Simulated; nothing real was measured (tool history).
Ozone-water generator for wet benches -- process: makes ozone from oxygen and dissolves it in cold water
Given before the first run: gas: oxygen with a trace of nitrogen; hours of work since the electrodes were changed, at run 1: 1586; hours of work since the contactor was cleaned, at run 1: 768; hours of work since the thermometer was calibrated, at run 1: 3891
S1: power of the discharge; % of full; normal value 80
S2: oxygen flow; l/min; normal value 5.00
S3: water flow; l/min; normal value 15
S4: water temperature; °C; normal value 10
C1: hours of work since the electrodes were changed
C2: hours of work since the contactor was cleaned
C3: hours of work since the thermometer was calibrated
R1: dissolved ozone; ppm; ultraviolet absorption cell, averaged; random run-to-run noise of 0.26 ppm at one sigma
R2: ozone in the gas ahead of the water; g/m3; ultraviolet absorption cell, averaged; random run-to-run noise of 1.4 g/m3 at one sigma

run 1 hour=0.0 | S1=80 S2=5.00 S3=15 S4=10 | C1=1586 C2=768 C3=3891 | R1=37.2 R2=245.7
run 2 hour=43.0 | S1=80 S2=5.00 S3=15 S4=7 | C1=1627 C2=808 C3=3931 | R1=37.9 R2=243.1
run 3 hour=79.5 | S1=80 S2=4.11 S3=15 S4=7 | C1=1661 C2=843 C3=3966 | R1=36.5 R2=262.9
run 4 hour=103.5 | S1=80 S2=4.11 S3=15 S4=7 | C1=1684 C2=865 C3=3988 | R1=36.4 R2=261.5
run 5 hour=137.5 | S1=48 S2=5.00 S3=15 S4=10 | C1=1716 C2=897 C3=4021 | R1=25.6 R2=169.7
run 6 hour=160.2 | S1=48 S2=5.00 S3=15 S4=10 | C1=1737 C2=919 C3=4042 | R1=25.9 R2=171.3
run 7 hour=209.3 | S1=48 S2=5.00 S3=15 S4=10 | C1=1784 C2=965 C3=4088 | R1=25.4 R2=170.6
run 8 hour=230.0 | S1=48 S2=5.00 S3=15 S4=10 | C1=1803 C2=985 C3=4108 | R1=25.7 R2=171.2
run 9 hour=272.6 | S1=48 S2=5.00 S3=15 S4=10 | C1=1843 C2=1025 C3=4148 | R1=25.5 R2=169.4
run 10 hour=306.4 | S1=48 S2=5.00 S3=15 S4=10 | C1=1875 C2=1057 C3=4180 | R1=25.4 R2=169.2
run 11 hour=354.8 | S1=80 S2=5.00 S3=10 S4=10 | C1=1921 C2=1103 C3=4226 | R1=47.7 R2=241.0
run 12 hour=402.9 | S1=80 S2=5.00 S3=10 S4=10 | C1=1966 C2=1148 C3=4271 | R1=48.2 R2=241.3
run 13 hour=434.5 | S1=80 S2=5.00 S3=15 S4=10 | C1=1996 C2=1178 C3=4301 | R1=35.7 R2=245.6
run 14 hour=474.4 | S1=80 S2=5.00 S3=15 S4=10 | C1=2034 C2=1215 C3=4339 | R1=35.9 R2=243.1
run 15 hour=501.8 | S1=80 S2=5.00 S3=15 S4=10 | C1=2060 C2=1241 C3=4364 | R1=36.5 R2=240.5
run 16 hour=547.4 | S1=55 S2=7.05 S3=15 S4=10 | C1=2103 C2=1284 C3=4407 | R1=29.2 R2=164.1
run 17 hour=586.4 | S1=80 S2=5.00 S3=13 S4=10 | C1=2140 C2=1321 C3=4444 | R1=40.2 R2=241.8
run 18 hour=611.0 | S1=80 S2=3.88 S3=15 S4=10 | C1=2163 C2=1344 C3=4468 | R1=33.7 R2=263.3
run 19 hour=650.6 | S1=80 S2=3.26 S3=9 S4=10 | C1=2200 C2=1382 C3=4505 | R1=48.1 R2=279.4
run 20 hour=691.6 | S1=80 S2=5.00 S3=14 S4=6 | C1=2239 C2=1420 C3=4544 | R1=40.2 R2=241.1
run 21 hour=712.7 | S1=90 S2=5.00 S3=15 S4=10 | C1=2259 C2=1440 C3=4563 | R1=38.8 R2=259.0
run 22 hour=735.5 | S1=71 S2=5.75 S3=15 S4=10 | C1=2280 C2=1462 C3=4585 | R1=33.5 R2=209.1
run 23 hour=771.2 | S1=80 S2=2.60 S3=15 S4=10 | C1=2314 C2=1496 C3=4619 | R1=30.0 R2=303.2
run 24 hour=799.0 | S1=80 S2=2.60 S3=15 S4=10 | C1=2340 C2=1522 C3=4645 | R1=30.1 R2=302.4
run 25 hour=827.2 | S1=80 S2=2.60 S3=19 S4=6 | C1=2367 C2=1548 C3=4671 | R1=24.7 R2=301.9
run 26 hour=872.9 | S1=80 S2=2.60 S3=19 S4=6 | C1=2410 C2=1592 C3=4715 | R1=24.5 R2=301.6
run 27 hour=903.4 | S1=80 S2=2.60 S3=19 S4=6 | C1=2439 C2=1620 C3=4743 | R1=24.5 R2=304.5
run 28 hour=949.0 | S1=54 S2=5.00 S3=15 S4=10 | C1=2482 C2=1663 C3=4786 | R1=26.9 R2=182.7
run 29 hour=997.1 | S1=50 S2=5.00 S3=15 S4=8 | C1=2527 C2=1709 C3=4832 | R1=26.3 R2=171.2
run 30 hour=1034.1 | S1=57 S2=2.98 S3=15 S4=11 | C1=2562 C2=1744 C3=4867 | R1=24.0 R2=229.5

Measured minus without-hidden-state, run by run (identical run-to-run variation in each term; gauge scatter may differ):
The tool's hidden condition here consists of: yield of the discharge, % of new electrodes'; contactor's efficiency, % of a clean one's; true water temperature over the reading, C; drift of the gauge itself on ozone_ppm, %; drift of the gauge itself on gas_g_m3, %.
run=1 R1=-2.7 R2=-13.1
run=2 R1=-2.8 R2=-13.2
run=3 R1=-2.7 R2=-14.4
run=4 R1=-2.7 R2=-14.7
run=5 R1=-1.4 R2=-6.4
run=6 R1=-1.5 R2=-6.5
run=7 R1=-1.5 R2=-6.7
run=8 R1=-1.6 R2=-6.8
run=9 R1=-1.6 R2=-6.9
run=10 R1=-1.6 R2=-7.0
run=11 R1=-4.2 R2=-15.3
run=12 R1=-4.2 R2=-15.6
run=13 R1=-3.2 R2=-16.1
run=14 R1=-3.3 R2=-16.3
run=15 R1=-3.4 R2=-16.3
run=16 R1=-2.3 R2=-8.5
run=17 R1=-3.9 R2=-16.9
run=18 R1=-3.3 R2=-18.6
run=19 R1=-4.6 R2=-20.1
run=20 R1=-4.0 R2=-17.7
run=21 R1=-4.1 R2=-20.6
run=22 R1=-3.3 R2=-14.4
run=23 R1=-3.0 R2=-23.0
run=24 R1=-3.0 R2=-23.1
run=25 R1=-2.5 R2=-23.4
run=26 R1=-2.6 R2=-23.8
run=27 R1=-2.6 R2=-24.2
run=28 R1=-2.4 R2=-10.9
run=29 R1=-2.3 R2=-9.8
run=30 R1=-2.3 R2=-14.8
